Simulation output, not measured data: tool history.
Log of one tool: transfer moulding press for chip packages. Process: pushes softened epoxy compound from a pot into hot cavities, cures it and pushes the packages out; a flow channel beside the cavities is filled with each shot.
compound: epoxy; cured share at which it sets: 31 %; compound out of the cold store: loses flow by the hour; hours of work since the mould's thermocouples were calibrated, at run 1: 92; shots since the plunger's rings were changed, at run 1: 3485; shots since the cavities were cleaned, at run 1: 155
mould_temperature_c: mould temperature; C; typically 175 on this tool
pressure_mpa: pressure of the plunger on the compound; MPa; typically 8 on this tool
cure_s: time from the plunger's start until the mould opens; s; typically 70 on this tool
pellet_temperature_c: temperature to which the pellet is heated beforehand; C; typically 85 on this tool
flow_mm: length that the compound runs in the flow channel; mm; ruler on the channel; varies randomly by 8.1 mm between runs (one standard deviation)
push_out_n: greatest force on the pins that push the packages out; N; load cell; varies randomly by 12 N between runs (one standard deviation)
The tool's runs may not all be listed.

run,hour,mould_temperature_c,pressure_mpa,cure_s,pellet_temperature_c,hours of work since the mould's thermocouples were calibrated,shots since the plunger's rings were changed,shots since the cavities were cleaned,incoming compound's hours out of the cold store,flow_mm,push_out_n
1,0,175,8,70,85,92,3485,155,31.5,859,758
# hour 27.8: plunger's sealing rings changed
# hour 40.6: cavities cleaned with cleaning compound and waxed
2,69.5,175,8,70,85,140,631,454,18,976,1003
# hour 86.3: cavities cleaned with cleaning compound and waxed
3,117.8,175,7.02,70,85,174,1367,495,31.7,844,946
# hour 136: cavities cleaned with cleaning compound and waxed
# hour 185.1: cavities cleaned with cleaning compound and waxed
4,193.9,175,8,70,93,227,2515,138,17.1,937,721
# hour 232.7: cavities cleaned with cleaning compound and waxed
# hour 285.4: plunger's sealing rings changed
# hour 286.9: cavities cleaned with cleaning compound and waxed
5,291.5,175,8,70,93,295,73,73,10.8,1019,660
# hour 337.5: cavities cleaned with cleaning compound and waxed
6,370.2,175,8,70,93,351,1286,514,45.6,804,901
# hour 385.3: cavities cleaned with cleaning compound and waxed
# hour 430.8: cavities cleaned with cleaning compound and waxed
7,464.5,175,8,70,84,418,2721,530,33.2,853,921
# hour 481.7: cavities cleaned with cleaning compound and waxed
# hour 526: cavities cleaned with cleaning compound and waxed
# hour 541.8: plunger's sealing rings changed
8,561.2,175,8,70,84,484,305,515,37.8,872,910
# hour 576.8: cavities cleaned with cleaning compound and waxed
# hour 626.7: cavities cleaned with cleaning compound and waxed
9,664.3,175,8,70,84,557,1877,590,27.6,906,957
# hour 674: cavities cleaned with cleaning compound and waxed
# hour 723.7: cavities cleaned with cleaning compound and waxed
# hour 770.3: cavities cleaned with cleaning compound and waxed
10,771.2,175,8,70,84,632,3486,14,29.4,866,510
# hour 798.4: plunger's sealing rings changed
# hour 817: cavities cleaned with cleaning compound and waxed
11,834.9,175,8,70,84,675,549,281,38.2,863,791
# hour 865.7: cavities cleaned with cleaning compound and waxed
12,888.9,175,8,70,85,714,1374,364,42.4,840,845
# hour 913.9: cavities cleaned with cleaning compound and waxed
# hour 938.6: mould's thermocouples calibrated
13,938.6,175,8,73,83,0,2100,356,32.9,866,788
# hour 960.7: cavities cleaned with cleaning compound and waxed
# hour 1006.3: cavities cleaned with cleaning compound and waxed
14,1043.3,173,7.83,70,85,74,3698,581,17.1,932,1126
# hour 1051.1: plunger's sealing rings changed
# hour 1059.1: cavities cleaned with cleaning compound and waxed
# hour 1107.9: cavities cleaned with cleaning compound and waxed
# hour 1152.6: cavities cleaned with cleaning compound and waxed
15,1152.6,175,7.63,70,77,149,1524,0,10.5,977,591
# hour 1203.7: cavities cleaned with cleaning compound and waxed
16,1210.3,175,8,72,78,190,2406,103,36.2,865,606
# hour 1249.2: cavities cleaned with cleaning compound and waxed
# hour 1300.5: cavities cleaned with cleaning compound and waxed
# hour 1308.4: plunger's sealing rings changed
17,1315.7,178,8.21,72,78,263,115,200,39.1,873,616
# hour 1352.8: cavities cleaned with cleaning compound and waxed
18,1364.1,167,9.03,55,85,297,852,178,27.6,1003,1984
# hour 1399.4: cavities cleaned with cleaning compound and waxed
19,1415.4,175,9.36,71,93,333,1634,251,45.2,876,733
# hour 1446.4: cavities cleaned with cleaning compound and waxed
20,1484.9,175,9.36,71,93,383,2703,605,29,936,867
# hour 1491.3: cavities cleaned with cleaning compound and waxed
# hour 1539.6: cavities cleaned with cleaning compound and waxed
# hour 1565.1: plunger's sealing rings changed
21,1580.1,175,9.36,71,93,448,236,598,27.3,996,909
# hour 1588.7: cavities cleaned with cleaning compound and waxed
22,1626.3,175,6.22,71,93,481,938,592,39.4,759,888
# hour 1637.5: cavities cleaned with cleaning compound and waxed
23,1679.6,178,7.22,108,76,519,1752,663,34.1,811,675

Hidden state at the last listed run before each entry between runs and at the first one after, where it differs:
After run 1, before run 2: plunger's sealing rings changed (hour 27.8); cavities cleaned with cleaning compound and waxed (hour 40.6)
  true mould temperature over the reading, C: -0.27 -> -0.21; pressure that reaches the compound, % of what is set: 90.89 -> 98.19; grip of the stained cavities, % over clean ones': 44.1 -> 82.3
  measured value less the no-hidden-state value, flow_mm: -41 -> -8 mm; push_out_n: +241 -> +463 N
After run 2, before run 3: cavities cleaned with cleaning compound and waxed (hour 86.3)
  true mould temperature over the reading, C: -0.21 -> -0.17; pressure that reaches the compound, % of what is set: 98.19 -> 96.21; grip of the stained cavities, % over clean ones': 82.3 -> 86.1
  measured value less the no-hidden-state value, flow_mm: -8 -> -16 mm; push_out_n: +463 -> +446 N
After run 3, before run 4: cavities cleaned with cleaning compound and waxed (hour 136); cavities cleaned with cleaning compound and waxed (hour 185.1)
  true mould temperature over the reading, C: -0.17 -> -0.11; pressure that reaches the compound, % of what is set: 96.21 -> 93.44; grip of the stained cavities, % over clean ones': 86.1 -> 37.1
  measured value less the no-hidden-state value, flow_mm: -16 -> -31 mm; push_out_n: +446 -> +199 N
After run 4, before run 5: cavities cleaned with cleaning compound and waxed (hour 232.7); plunger's sealing rings changed (hour 285.4); cavities cleaned with cleaning compound and waxed (hour 286.9)
  true mould temperature over the reading, C: -0.11 -> -0.03; pressure that reaches the compound, % of what is set: 93.44 -> 98.83; grip of the stained cavities, % over clean ones': 37.1 -> 22.5
  measured value less the no-hidden-state value, flow_mm: -31 -> -6 mm; push_out_n: +199 -> +123 N
After run 5, before run 6: cavities cleaned with cleaning compound and waxed (hour 337.5)
  true mould temperature over the reading, C: -0.03 -> 0.04; pressure that reaches the compound, % of what is set: 98.83 -> 95.77; grip of the stained cavities, % over clean ones': 22.5 -> 87.6
  measured value less the no-hidden-state value, flow_mm: -6 -> -18 mm; push_out_n: +123 -> +421 N
After run 6, before run 7: cavities cleaned with cleaning compound and waxed (hour 385.3); cavities cleaned with cleaning compound and waxed (hour 430.8)
  true mould temperature over the reading, C: 0.04 -> 0.12; pressure that reaches the compound, % of what is set: 95.77 -> 92.01; grip of the stained cavities, % over clean ones': 87.6 -> 86.9
  measured value less the no-hidden-state value, flow_mm: -18 -> -37 mm; push_out_n: +421 -> +421 N
After run 7, before run 8: cavities cleaned with cleaning compound and waxed (hour 481.7); cavities cleaned with cleaning compound and waxed (hour 526); plunger's sealing rings changed (hour 541.8)
  true mould temperature over the reading, C: 0.12 -> 0.2; pressure that reaches the compound, % of what is set: 92.01 -> 99.02; grip of the stained cavities, % over clean ones': 86.9 -> 84.8
  measured value less the no-hidden-state value, flow_mm: -37 -> -5 mm; push_out_n: +421 -> +412 N
After run 8, before run 9: cavities cleaned with cleaning compound and waxed (hour 576.8); cavities cleaned with cleaning compound and waxed (hour 626.7)
  true mould temperature over the reading, C: 0.2 -> 0.29; pressure that reaches the compound, % of what is set: 99.02 -> 94.74; grip of the stained cavities, % over clean ones': 84.8 -> 90.6
  measured value less the no-hidden-state value, flow_mm: -5 -> -26 mm; push_out_n: +412 -> +445 N
After run 9, before run 10: cavities cleaned with cleaning compound and waxed (hour 674); cavities cleaned with cleaning compound and waxed (hour 723.7); cavities cleaned with cleaning compound and waxed (hour 770.3)
  true mould temperature over the reading, C: 0.29 -> 0.39; pressure that reaches the compound, % of what is set: 94.74 -> 90.75; grip of the stained cavities, % over clean ones': 90.6 -> 7.5
  measured value less the no-hidden-state value, flow_mm: -26 -> -44 mm; push_out_n: +445 -> +25 N
After run 10, before run 11: plunger's sealing rings changed (hour 798.4); cavities cleaned with cleaning compound and waxed (hour 817)
  true mould temperature over the reading, C: 0.39 -> 0.44; pressure that reaches the compound, % of what is set: 90.75 -> 98.57; grip of the stained cavities, % over clean ones': 7.5 -> 64.4
  measured value less the no-hidden-state value, flow_mm: -44 -> -8 mm; push_out_n: +25 -> +298 N
After run 11, before run 12: cavities cleaned with cleaning compound and waxed (hour 865.7)
  true mould temperature over the reading, C: 0.44 -> 0.49; pressure that reaches the compound, % of what is set: 98.57 -> 96.54; grip of the stained cavities, % over clean ones': 64.4 -> 75.1
  measured value less the no-hidden-state value, flow_mm: -8 -> -17 mm; push_out_n: +298 -> +350 N
After run 12, before run 13: cavities cleaned with cleaning compound and waxed (hour 913.9); mould's thermocouples calibrated (hour 938.6)
  true mould temperature over the reading, C: 0.49 -> -0.18; pressure that reaches the compound, % of what is set: 96.54 -> 94.52; grip of the stained cavities, % over clean ones': 75.1 -> 67.2
  measured value less the no-hidden-state value, flow_mm: -17 -> -24 mm; push_out_n: +350 -> +321 N
After run 13, before run 14: cavities cleaned with cleaning compound and waxed (hour 960.7); cavities cleaned with cleaning compound and waxed (hour 1006.3)
  true mould temperature over the reading, C: -0.18 -> -0.09; pressure that reaches the compound, % of what is set: 94.52 -> 90.07; grip of the stained cavities, % over clean ones': 67.2 -> 89.6
  measured value less the no-hidden-state value, flow_mm: -24 -> -50 mm; push_out_n: +321 -> +533 N
After run 14, before run 15: plunger's sealing rings changed (hour 1051.1); cavities cleaned with cleaning compound and waxed (hour 1059.1); cavities cleaned with cleaning compound and waxed (hour 1107.9); cavities cleaned with cleaning compound and waxed (hour 1152.6)
  true mould temperature over the reading, C: -0.09 -> 0.01; pressure that reaches the compound, % of what is set: 90.07 -> 96.17; grip of the stained cavities, % over clean ones': 89.6 -> 2.9
  measured value less the no-hidden-state value, flow_mm: -50 -> -19 mm; push_out_n: +533 -> +16 N
After run 15, before run 16: cavities cleaned with cleaning compound and waxed (hour 1203.7)
  true mould temperature over the reading, C: 0.01 -> 0.06; pressure that reaches the compound, % of what is set: 96.17 -> 93.7; grip of the stained cavities, % over clean ones': 2.9 -> 28.7
  measured value less the no-hidden-state value, flow_mm: -19 -> -28 mm; push_out_n: +16 -> +134 N
After run 16, before run 17: cavities cleaned with cleaning compound and waxed (hour 1249.2); cavities cleaned with cleaning compound and waxed (hour 1300.5); plunger's sealing rings changed (hour 1308.4)
  true mould temperature over the reading, C: 0.06 -> 0.15; pressure that reaches the compound, % of what is set: 93.7 -> 99.38; grip of the stained cavities, % over clean ones': 28.7 -> 49
  measured value less the no-hidden-state value, flow_mm: -28 -> -3 mm; push_out_n: +134 -> +197 N
After run 17, before run 18: cavities cleaned with cleaning compound and waxed (hour 1352.8)
  true mould temperature over the reading, C: 0.15 -> 0.2; pressure that reaches the compound, % of what is set: 99.38 -> 97.65; grip of the stained cavities, % over clean ones': 49 -> 47.4
  measured value less the no-hidden-state value, flow_mm: -3 -> -13 mm; push_out_n: +197 -> +626 N
After run 18, before run 19: cavities cleaned with cleaning compound and waxed (hour 1399.4)
  true mould temperature over the reading, C: 0.2 -> 0.24; pressure that reaches the compound, % of what is set: 97.65 -> 95.5; grip of the stained cavities, % over clean ones': 47.4 -> 57.8
  measured value less the no-hidden-state value, flow_mm: -13 -> -21 mm; push_out_n: +626 -> +261 N
After run 19, before run 20: cavities cleaned with cleaning compound and waxed (hour 1446.4)
  true mould temperature over the reading, C: 0.24 -> 0.31; pressure that reaches the compound, % of what is set: 95.5 -> 92.73; grip of the stained cavities, % over clean ones': 57.8 -> 85.8
  measured value less the no-hidden-state value, flow_mm: -21 -> -38 mm; push_out_n: +261 -> +394 N
After run 20, before run 21: cavities cleaned with cleaning compound and waxed (hour 1491.3); cavities cleaned with cleaning compound and waxed (hour 1539.6); plunger's sealing rings changed (hour 1565.1)
  true mould temperature over the reading, C: 0.31 -> 0.4; pressure that reaches the compound, % of what is set: 92.73 -> 99.28; grip of the stained cavities, % over clean ones': 85.8 -> 90.6
  measured value less the no-hidden-state value, flow_mm: -38 -> -5 mm; push_out_n: +394 -> +420 N
After run 21, before run 22: cavities cleaned with cleaning compound and waxed (hour 1588.7)
  true mould temperature over the reading, C: 0.4 -> 0.44; pressure that reaches the compound, % of what is set: 99.28 -> 97.62; grip of the stained cavities, % over clean ones': 90.6 -> 89.3
  measured value less the no-hidden-state value, flow_mm: -5 -> -11 mm; push_out_n: +420 -> +408 N
After run 22, before run 23: cavities cleaned with cleaning compound and waxed (hour 1637.5)
  true mould temperature over the reading, C: 0.44 -> 0.48; pressure that reaches the compound, % of what is set: 97.62 -> 95.45; grip of the stained cavities, % over clean ones': 89.3 -> 92.9
  measured value less the no-hidden-state value, flow_mm: -11 -> -21 mm; push_out_n: +408 -> +325 N
